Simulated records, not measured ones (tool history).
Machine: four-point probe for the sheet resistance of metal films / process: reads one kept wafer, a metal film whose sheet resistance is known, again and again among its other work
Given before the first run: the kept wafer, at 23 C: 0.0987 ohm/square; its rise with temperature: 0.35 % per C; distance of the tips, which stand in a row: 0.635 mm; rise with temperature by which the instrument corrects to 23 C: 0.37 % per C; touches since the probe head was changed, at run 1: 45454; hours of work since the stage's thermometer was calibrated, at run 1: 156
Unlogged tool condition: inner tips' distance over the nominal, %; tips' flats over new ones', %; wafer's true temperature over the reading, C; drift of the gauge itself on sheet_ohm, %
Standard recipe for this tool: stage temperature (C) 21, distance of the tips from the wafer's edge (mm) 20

run	hour	stage temperature (C)	distance of the tips from the wafer's edge (mm)	touches since the probe head was changed	hours of work since the stage's thermometer was calibrated	sheet resistance as the instrument gives it (ohm/square)
1	0.0	21	20	45454	156	0.099232
2	63.8	21	20	48543	192	0.099266
3	132.2	21	20	51858	231	0.099254
4	194.7	27	20	54881	267	0.099129
5	233.5	27	20	56759	289	0.099143
6	283.8	27	20	59196	318	0.099183
7	341.7	27	20	62000	351	0.099182
8	377.4	27	20	63732	372	0.099155
9	411.8	21	20	65397	392	0.099314
10	452.4	21	20	67364	415	0.099334
11	508.0	21	20	70054	447	0.099330
# hour 512.0: stage's thermometer calibrated
12	560.6	21	20	72577	28	0.099330
13	634.0	32	20	76133	70	0.099152
14	687.1	21	20	78701	100	0.099355
15	733.1	21	37	80929	127	0.099356
16	775.1	19	24	82966	151	0.099406
17	844.2	18	4	86309	190	0.100760
18	883.5	18	4	88213	213	0.100757
# hour 915.9: stage's thermometer calibrated, once more
19	945.8	25	6	91207	17	0.099812
20	1010.5	22	5	94339	54	0.100104
21	1055.6	22	5	96522	80	0.100127
22	1093.4	23	34	98353	102	0.099249
23	1133.0	26	16	100272	124	0.099311
24	1181.7	26	22	102632	152	0.099253
25	1222.0	26	22	104582	175	0.099259
26	1267.6	31	11	106791	202	0.099303
27	1310.0	31	11	108844	226	0.099284
28	1351.6	22	34	110857	250	0.099374
29	1383.1	22	34	112382	268	0.099339

Consider 5 possible next runs. They are alternatives, not a sequence: every one starts from the tool as it was left by run 29. What does each give?
A	1428.0	28	20	114557	294	?
B	1428.0	22	15	114557	294	?
C	1428.0	27	4	114557	294	?
D	1428.0	19	16	114557	294	?
E	1428.0	28	20	114557	294	?

run	sheet resistance as the instrument gives it (ohm/square)
A	0.099303
B	0.099406
C	0.100584
D	0.099543
E	0.099280
The same runs, with their run-to-run variation unchanged, on a tool lacking any hidden condition would have given:
run	sheet resistance as the instrument gives it (ohm/square)
A	0.098675
B	0.098777
C	0.099948
D	0.098913
E	0.098652

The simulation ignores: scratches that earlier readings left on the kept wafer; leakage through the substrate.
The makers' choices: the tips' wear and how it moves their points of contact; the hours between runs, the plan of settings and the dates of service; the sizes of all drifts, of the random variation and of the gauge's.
